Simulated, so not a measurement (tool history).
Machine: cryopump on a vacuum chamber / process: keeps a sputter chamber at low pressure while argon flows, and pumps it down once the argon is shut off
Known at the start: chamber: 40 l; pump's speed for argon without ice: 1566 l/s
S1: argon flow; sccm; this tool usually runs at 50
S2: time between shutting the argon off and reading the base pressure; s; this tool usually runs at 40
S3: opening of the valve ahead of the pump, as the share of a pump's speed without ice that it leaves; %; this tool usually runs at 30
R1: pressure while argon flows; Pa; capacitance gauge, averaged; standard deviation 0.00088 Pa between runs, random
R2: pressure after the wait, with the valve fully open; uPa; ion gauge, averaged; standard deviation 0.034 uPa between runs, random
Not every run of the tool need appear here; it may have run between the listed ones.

run	day	S1	S2	S3	R1	R2
1	0	50	40	30	0.1927	2.81
2	0.654	50	40	51	0.1181	2.84
3	1.329	50	40	51	0.1175	2.94
4	2.192	50	40	51	0.1181	2.92
5	2.883	50	40	30	0.1928	2.98
6	3.712	63	40	30	0.2429	3
7	4.312	38	40	30	0.1472	2.99
8	4.725	38	40	30	0.1476	3.09
9	5.642	38	40	30	0.147	3
10	6.067	38	40	30	0.1481	3.06
# day 6.9: pump warmed up, emptied and cooled again
11	7.2	38	40	30	0.1378	2.77
12	8.071	38	40	30	0.1369	2.84
13	8.9	38	40	30	0.1378	2.8
14	9.283	50	40	30	0.1814	2.83
15	9.688	50	40	30	0.1801	2.78
16	10.367	50	40	30	0.184	2.76
17	10.988	41	40	30	0.1505	2.8
18	11.688	41	40	30	0.1495	2.91
19	12.229	60	40	23	0.2834	2.85
20	13.138	60	40	23	0.2848	2.81
21	13.788	88	56	20	0.4775	2.46
22	14.375	88	56	20	0.4809	2.47
23	14.938	77	40	30	0.2838	2.94
24	15.633	51	224	30	0.1858	1.54
25	16.471	48	76	19	0.2769	2.17
26	16.912	48	245	19	0.2764	1.62
27	17.725	48	245	19	0.2786	1.53
28	18.154	48	245	19	0.2784	1.55
29	18.558	48	245	19	0.2813	1.55
30	18.988	54	245	19	0.3134	1.56
31	19.692	47	40	16	0.3225	2.91
32	20.575	84	30	33	0.2861	3.58
33	21.171	84	30	33	0.2866	3.41
34	22.038	99	274	45	0.2529	1.64

The logged runs with the hidden state left out (each run's random variation unchanged):
The tool's hidden condition here consists of: pump's speed, % of a pump's without ice; cold plate's temperature, K; leak into the chamber, uPa l/s; drift of the gauge itself on working_pa, %; drift of the gauge itself on base_upa, %.
run	R1	R2
1	0.1816	1.77
2	0.1066	1.78
3	0.1058	1.85
4	0.1059	1.8
5	0.1802	1.83
6	0.2264	1.85
7	0.137	1.83
8	0.1372	1.89
9	0.1363	1.81
10	0.1371	1.85
11	0.1371	1.82
12	0.1359	1.88
13	0.1366	1.85
14	0.1796	1.84
15	0.1782	1.82
16	0.1817	1.78
17	0.1484	1.82
18	0.1472	1.89
19	0.2798	1.83
20	0.2807	1.8
21	0.471	1.39
22	0.474	1.4
23	0.2774	1.86
24	0.1812	0.46
25	0.2722	1.07
26	0.2716	0.51
27	0.2734	0.42
28	0.273	0.43
29	0.2757	0.42
30	0.3069	0.44
31	0.3165	1.78
32	0.2747	2.38
33	0.2747	2.28
34	0.2379	0.43
